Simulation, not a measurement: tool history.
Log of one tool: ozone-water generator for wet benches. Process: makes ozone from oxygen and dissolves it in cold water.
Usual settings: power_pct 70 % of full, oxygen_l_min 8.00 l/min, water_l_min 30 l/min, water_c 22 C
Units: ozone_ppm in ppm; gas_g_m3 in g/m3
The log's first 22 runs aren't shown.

run    hour  power_pct  oxygen_l_min  water_l_min  water_c  hours of work since the electrodes were changed  hours of work since the contactor was cleaned  hours of work since the thermometer was calibrated  ozone_ppm  gas_g_m3
 23  2508.3         87          8.00           30       22                                             8076                                           3869                                                2424       17.7     210.8
 24  2614.0         44          8.00           45       18                                             8178                                           3972                                                2526        8.1     135.4
 25  2722.5         70          8.00           30       15                                             8283                                           4076                                                2631       17.4     183.1
 26  2878.8         70          7.56           30       22                                             8434                                           4227                                                2782       15.4     189.0
 27  3010.9         88          8.00           29       22                                             8562                                           4355                                                2910       18.4     211.9
 28  3144.9         88          8.00           29       22                                             8691                                           4485                                                3039       18.2     210.3
 29  3222.9         88          8.00           29       22                                             8767                                           4560                                                3115       18.2     211.0
 30  3379.2         88          9.81           26       22                                             8918                                           4711                                                3266       19.7     187.2
 31  3458.0         88          9.81           26       22                                             8994                                           4787                                                3342       19.5     186.9
 32  3601.5         88         10.86           26       20                                             9133                                           4926                                                3481       20.2     176.8

Forecast each of these 3 alternatives for the next run:
  A  3680.1         99          8.90           26       14                                             9209                                           5002                                                3557          ?         ?
  B  3680.1         71          7.98           26       25                                             9209                                           5002                                                3557          ?         ?
  C  3680.1         66         10.03           26       22                                             9209                                           5002                                                3557          ?         ?

run  ozone_ppm  gas_g_m3
  A       24.8     213.1
  B       16.7     181.8
  C       16.5     155.2
Without the tool's hidden state the same runs would have given:
run  ozone_ppm  gas_g_m3
  A       28.7     241.6
  B       18.9     201.6
  C       18.6     171.2

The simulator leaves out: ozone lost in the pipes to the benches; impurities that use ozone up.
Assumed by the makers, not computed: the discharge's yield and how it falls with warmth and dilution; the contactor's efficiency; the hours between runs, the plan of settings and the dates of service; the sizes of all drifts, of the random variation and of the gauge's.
